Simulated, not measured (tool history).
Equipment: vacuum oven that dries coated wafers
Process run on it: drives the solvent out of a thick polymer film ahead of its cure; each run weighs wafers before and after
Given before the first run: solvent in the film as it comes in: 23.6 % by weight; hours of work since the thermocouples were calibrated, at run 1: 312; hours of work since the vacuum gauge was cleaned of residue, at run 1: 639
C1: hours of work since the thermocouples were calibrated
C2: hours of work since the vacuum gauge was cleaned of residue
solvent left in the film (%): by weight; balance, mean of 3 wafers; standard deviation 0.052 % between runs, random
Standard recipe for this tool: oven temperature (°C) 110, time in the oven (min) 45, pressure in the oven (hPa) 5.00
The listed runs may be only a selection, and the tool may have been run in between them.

run 1 hour=0.0 | oven_temperature_(°C)=110 time_in_the_oven_(min)=45 pressure_in_the_oven_(hPa)=5.00 | C1=312 C2=639 | solvent_left_in_the_film_(%)=1.44
run 2 hour=94.1 | oven_temperature_(°C)=110 time_in_the_oven_(min)=45 pressure_in_the_oven_(hPa)=5.00 | C1=356 C2=683 | solvent_left_in_the_film_(%)=1.39
run 3 hour=168.8 | oven_temperature_(°C)=110 time_in_the_oven_(min)=45 pressure_in_the_oven_(hPa)=17.14 | C1=391 C2=718 | solvent_left_in_the_film_(%)=2.24
run 4 hour=229.7 | oven_temperature_(°C)=110 time_in_the_oven_(min)=45 pressure_in_the_oven_(hPa)=17.14 | C1=420 C2=746 | solvent_left_in_the_film_(%)=2.36
run 5 hour=317.0 | oven_temperature_(°C)=110 time_in_the_oven_(min)=45 pressure_in_the_oven_(hPa)=6.64 | C1=461 C2=788 | solvent_left_in_the_film_(%)=1.51
run 6 hour=412.6 | oven_temperature_(°C)=110 time_in_the_oven_(min)=45 pressure_in_the_oven_(hPa)=5.00 | C1=506 C2=832 | solvent_left_in_the_film_(%)=1.50
run 7 hour=470.4 | oven_temperature_(°C)=110 time_in_the_oven_(min)=45 pressure_in_the_oven_(hPa)=5.00 | C1=533 C2=860 | solvent_left_in_the_film_(%)=1.46
run 8 hour=534.0 | oven_temperature_(°C)=110 time_in_the_oven_(min)=45 pressure_in_the_oven_(hPa)=5.00 | C1=563 C2=890 | solvent_left_in_the_film_(%)=1.59
run 9 hour=592.5 | oven_temperature_(°C)=103 time_in_the_oven_(min)=45 pressure_in_the_oven_(hPa)=5.00 | C1=590 C2=917 | solvent_left_in_the_film_(%)=3.01
run 10 hour=637.7 | oven_temperature_(°C)=103 time_in_the_oven_(min)=37 pressure_in_the_oven_(hPa)=5.00 | C1=612 C2=938 | solvent_left_in_the_film_(%)=4.17
run 11 hour=695.6 | oven_temperature_(°C)=103 time_in_the_oven_(min)=37 pressure_in_the_oven_(hPa)=5.00 | C1=639 C2=966 | solvent_left_in_the_film_(%)=4.05
run 12 hour=753.4 | oven_temperature_(°C)=103 time_in_the_oven_(min)=37 pressure_in_the_oven_(hPa)=5.00 | C1=666 C2=993 | solvent_left_in_the_film_(%)=4.04
run 13 hour=840.6 | oven_temperature_(°C)=103 time_in_the_oven_(min)=37 pressure_in_the_oven_(hPa)=5.00 | C1=707 C2=1034 | solvent_left_in_the_film_(%)=4.09
run 14 hour=907.1 | oven_temperature_(°C)=103 time_in_the_oven_(min)=37 pressure_in_the_oven_(hPa)=5.00 | C1=738 C2=1065 | solvent_left_in_the_film_(%)=4.05
run 15 hour=987.8 | oven_temperature_(°C)=103 time_in_the_oven_(min)=37 pressure_in_the_oven_(hPa)=5.00 | C1=776 C2=1103 | solvent_left_in_the_film_(%)=4.06
run 16 hour=1067.9 | oven_temperature_(°C)=106 time_in_the_oven_(min)=37 pressure_in_the_oven_(hPa)=5.00 | C1=814 C2=1141 | solvent_left_in_the_film_(%)=3.13
run 17 hour=1163.3 | oven_temperature_(°C)=106 time_in_the_oven_(min)=37 pressure_in_the_oven_(hPa)=5.00 | C1=859 C2=1185 | solvent_left_in_the_film_(%)=3.15
run 18 hour=1253.3 | oven_temperature_(°C)=106 time_in_the_oven_(min)=37 pressure_in_the_oven_(hPa)=5.00 | C1=901 C2=1228 | solvent_left_in_the_film_(%)=3.13
run 19 hour=1303.5 | oven_temperature_(°C)=106 time_in_the_oven_(min)=37 pressure_in_the_oven_(hPa)=5.00 | C1=925 C2=1251 | solvent_left_in_the_film_(%)=3.06
run 20 hour=1399.7 | oven_temperature_(°C)=110 time_in_the_oven_(min)=57 pressure_in_the_oven_(hPa)=5.00 | C1=970 C2=1297 | solvent_left_in_the_film_(%)=1.00
-- hour=1417.0 oven's thermocouples calibrated
run 21 hour=1489.1 | oven_temperature_(°C)=110 time_in_the_oven_(min)=45 pressure_in_the_oven_(hPa)=12.01 | C1=34 C2=1338 | solvent_left_in_the_film_(%)=2.14
run 22 hour=1534.5 | oven_temperature_(°C)=110 time_in_the_oven_(min)=45 pressure_in_the_oven_(hPa)=12.01 | C1=55 C2=1359 | solvent_left_in_the_film_(%)=2.23
run 23 hour=1580.4 | oven_temperature_(°C)=110 time_in_the_oven_(min)=33 pressure_in_the_oven_(hPa)=5.00 | C1=77 C2=1380 | solvent_left_in_the_film_(%)=2.97
run 24 hour=1621.7 | oven_temperature_(°C)=110 time_in_the_oven_(min)=43 pressure_in_the_oven_(hPa)=5.00 | C1=96 C2=1400 | solvent_left_in_the_film_(%)=1.85
run 25 hour=1697.4 | oven_temperature_(°C)=99 time_in_the_oven_(min)=43 pressure_in_the_oven_(hPa)=12.83 | C1=132 C2=1435 | solvent_left_in_the_film_(%)=5.60
run 26 hour=1778.6 | oven_temperature_(°C)=111 time_in_the_oven_(min)=72 pressure_in_the_oven_(hPa)=9.16 | C1=170 C2=1474 | solvent_left_in_the_film_(%)=0.96
run 27 hour=1851.2 | oven_temperature_(°C)=107 time_in_the_oven_(min)=47 pressure_in_the_oven_(hPa)=5.00 | C1=204 C2=1508 | solvent_left_in_the_film_(%)=2.16
-- hour=1858.1 vacuum gauge cleaned of residue and calibrated
run 28 hour=1943.2 | oven_temperature_(°C)=107 time_in_the_oven_(min)=47 pressure_in_the_oven_(hPa)=5.00 | C1=247 C2=40 | solvent_left_in_the_film_(%)=2.37
run 29 hour=2001.9 | oven_temperature_(°C)=107 time_in_the_oven_(min)=35 pressure_in_the_oven_(hPa)=5.00 | C1=274 C2=68 | solvent_left_in_the_film_(%)=3.63
run 30 hour=2078.7 | oven_temperature_(°C)=110 time_in_the_oven_(min)=45 pressure_in_the_oven_(hPa)=2.75 | C1=310 C2=104 | solvent_left_in_the_film_(%)=1.77
-- hour=2112.7 vacuum gauge cleaned of residue and calibrated, once more
run 31 hour=2123.9 | oven_temperature_(°C)=110 time_in_the_oven_(min)=45 pressure_in_the_oven_(hPa)=2.75 | C1=331 C2=5 | solvent_left_in_the_film_(%)=1.21
run 32 hour=2196.4 | oven_temperature_(°C)=110 time_in_the_oven_(min)=45 pressure_in_the_oven_(hPa)=2.75 | C1=365 C2=39 | solvent_left_in_the_film_(%)=1.31
run 33 hour=2268.3 | oven_temperature_(°C)=99 time_in_the_oven_(min)=45 pressure_in_the_oven_(hPa)=11.06 | C1=399 C2=73 | solvent_left_in_the_film_(%)=4.77
run 34 hour=2356.1 | oven_temperature_(°C)=99 time_in_the_oven_(min)=45 pressure_in_the_oven_(hPa)=11.06 | C1=440 C2=114 | solvent_left_in_the_film_(%)=4.72
run 35 hour=2427.8 | oven_temperature_(°C)=119 time_in_the_oven_(min)=45 pressure_in_the_oven_(hPa)=4.18 | C1=474 C2=148 | solvent_left_in_the_film_(%)=0.45
run 36 hour=2515.9 | oven_temperature_(°C)=96 time_in_the_oven_(min)=37 pressure_in_the_oven_(hPa)=2.53 | C1=515 C2=190 | solvent_left_in_the_film_(%)=6.58

What will run 37 give?
run 37 hour=2598.6 | oven_temperature_(°C)=110 time_in_the_oven_(min)=49 pressure_in_the_oven_(hPa)=3.64 | C1=554 C2=228 | solvent_left_in_the_film_(%)=?

{"run 37": {"solvent left in the film (%)": 1.04}}
If the tool had no hidden condition, the same run with the same run-to-run variation would have returned solvent left in the film (%) 0.99.
